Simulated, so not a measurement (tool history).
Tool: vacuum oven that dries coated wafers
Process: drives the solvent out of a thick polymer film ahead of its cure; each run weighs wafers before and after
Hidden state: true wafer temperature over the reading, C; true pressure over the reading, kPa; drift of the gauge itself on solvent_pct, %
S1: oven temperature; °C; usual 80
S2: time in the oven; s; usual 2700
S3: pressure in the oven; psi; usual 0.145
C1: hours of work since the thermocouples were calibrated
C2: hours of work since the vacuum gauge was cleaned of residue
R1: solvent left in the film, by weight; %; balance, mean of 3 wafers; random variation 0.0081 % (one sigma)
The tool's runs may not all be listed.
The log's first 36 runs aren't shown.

| run | day | S1 | S2 | S3 | C1 | C2 | R1 |
|---|---|---|---|---|---|---|---|
| 37 | 17.875 | 80 | 4800 | 0.171 | 272 | 483 | 0.664 |
| 38 | 18.283 | 80 | 4800 | 0.412 | 277 | 488 | 1.040 |
| 39 | 18.979 | 80 | 4740 | 0.540 | 287 | 498 | 1.264 |
| 40 | 19.292 | 83 | 1860 | 0.145 | 291 | 502 | 2.886 |
| 41 | 19.742 | 75 | 4440 | 0.145 | 297 | 509 | 1.177 |
| 42 | 20.033 | 80 | 2460 | 0.083 | 301 | 513 | 2.189 |
| 43 | 20.329 | 80 | 2460 | 0.083 | 305 | 517 | 2.189 |
| 44 | 20.800 | 80 | 2460 | 0.083 | 312 | 523 | 2.201 |
| 45 | 21.408 | 85 | 2820 | 0.170 | 320 | 532 | 1.178 |
| 46 | 21.992 | 77 | 4740 | 0.160 | 328 | 540 | 0.871 |
| 47 | 22.296 | 77 | 4740 | 0.160 | 333 | 544 | 0.875 |

Forecast each of these 4 alternatives for the next run:
| A | 22.775 | 78 | 2460 | 0.139 | 339 | 550 | ? |
| B | 22.775 | 90 | 1560 | 0.569 | 339 | 550 | ? |
| C | 22.775 | 80 | 2700 | 0.087 | 339 | 550 | ? |
| D | 22.775 | 83 | 1800 | 0.145 | 339 | 550 | ? |

| run | R1 |
|---|---|
| A | 2.625 |
| B | 2.794 |
| C | 1.850 |
| D | 3.024 |
Without the tool's hidden state the same runs would have given:
| run | R1 |
|---|---|
| A | 2.655 |
| B | 2.840 |
| C | 1.868 |
| D | 3.067 |
